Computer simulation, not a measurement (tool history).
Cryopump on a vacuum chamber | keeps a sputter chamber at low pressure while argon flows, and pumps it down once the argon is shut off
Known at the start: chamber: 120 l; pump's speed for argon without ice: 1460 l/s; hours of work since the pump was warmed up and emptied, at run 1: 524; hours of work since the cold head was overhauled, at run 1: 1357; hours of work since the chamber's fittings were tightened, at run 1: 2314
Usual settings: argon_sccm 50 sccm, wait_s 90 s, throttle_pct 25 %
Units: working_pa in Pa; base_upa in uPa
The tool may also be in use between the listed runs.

run,hour,argon_sccm,wait_s,throttle_pct,hours of work since the pump was warmed up and emptied,hours of work since the cold head was overhauled,hours of work since the chamber's fittings were tightened,working_pa,base_upa
1,0.0,50,90,25,524,1357,2314,0.2419,2.20
2,97.0,50,90,25,611,1444,2401,0.2442,2.39
3,174.3,50,59,25,680,1513,2470,0.2469,2.68
4,218.0,50,59,25,719,1552,2509,0.2465,2.60
5,258.2,50,59,25,755,1588,2545,0.2473,2.66
# hour 290.8: pump warmed up, emptied and cooled again
6,326.9,50,90,25,32,1645,2602,0.2337,2.10
7,409.2,50,90,28,106,1719,2676,0.2089,2.19
# hour 427.1: leaking fittings of the chamber tightened, without venting
8,474.3,50,90,28,162,1775,42,0.2094,0.66
9,562.6,50,48,25,242,1855,121,0.2351,1.03
10,619.7,50,48,59,293,1906,172,0.1039,1.06
11,708.0,50,48,59,372,1985,251,0.1055,1.15
12,789.0,50,48,59,444,2057,324,0.1065,1.20
13,848.5,50,48,59,498,2111,377,0.1078,1.27
14,921.5,50,48,59,563,2176,443,0.1096,1.25
15,996.3,50,48,59,630,2243,510,0.1103,1.39
16,1045.3,50,48,59,674,2287,554,0.1110,1.40
17,1098.6,50,48,59,722,2335,601,0.1127,1.38
18,1156.9,50,48,59,774,2387,654,0.1137,1.47
# hour 1169.6: pump warmed up, emptied and cooled again
19,1223.9,21,44,26,49,2442,709,0.0937,1.46
20,1295.7,25,36,21,113,2506,773,0.1395,1.68
21,1387.6,43,63,21,195,2589,856,0.2393,1.36
22,1459.7,67,63,27,260,2653,920,0.2954,1.38
23,1517.5,67,70,22,311,2705,972,0.3646,1.38
24,1604.0,67,70,22,389,2783,1049,0.3640,1.50
25,1688.5,67,70,22,465,2858,1125,0.3638,1.56
26,1764.4,22,195,33,533,2926,1193,0.0824,1.25
27,1814.9,22,195,33,578,2971,1238,0.0831,1.25
28,1873.8,80,55,25,631,3024,1291,0.3912,1.82
29,1955.0,56,163,17,703,3097,1364,0.3963,1.50
30,2032.7,21,288,42,773,3166,1433,0.0645,1.53
# hour 2046.7: pump warmed up, emptied and cooled again
31,2113.0,45,90,18,59,3234,1501,0.2920,1.50
32,2186.6,50,90,19,125,3300,1567,0.3064,1.59
33,2272.3,50,90,19,202,3377,1643,0.3083,1.56
34,2366.4,50,43,24,286,3461,1728,0.2491,2.15

4 ways to go on from here, each from the tool as it stands after run 34. What would each give?
A,2435.5,25,43,29,348,3523,1789,?,?
B,2435.5,52,90,44,348,3523,1789,?,?
C,2435.5,46,276,16,348,3523,1789,?,?
D,2435.5,50,38,24,348,3523,1789,?,?

run,working_pa,base_upa
A,0.1033,2.19
B,0.1453,1.78
C,0.3398,1.53
D,0.2482,2.33
Without the tool's hidden state the same runs would have given:
run,working_pa,base_upa
A,0.0995,1.00
B,0.1374,0.59
C,0.3329,0.33
D,0.2406,1.15
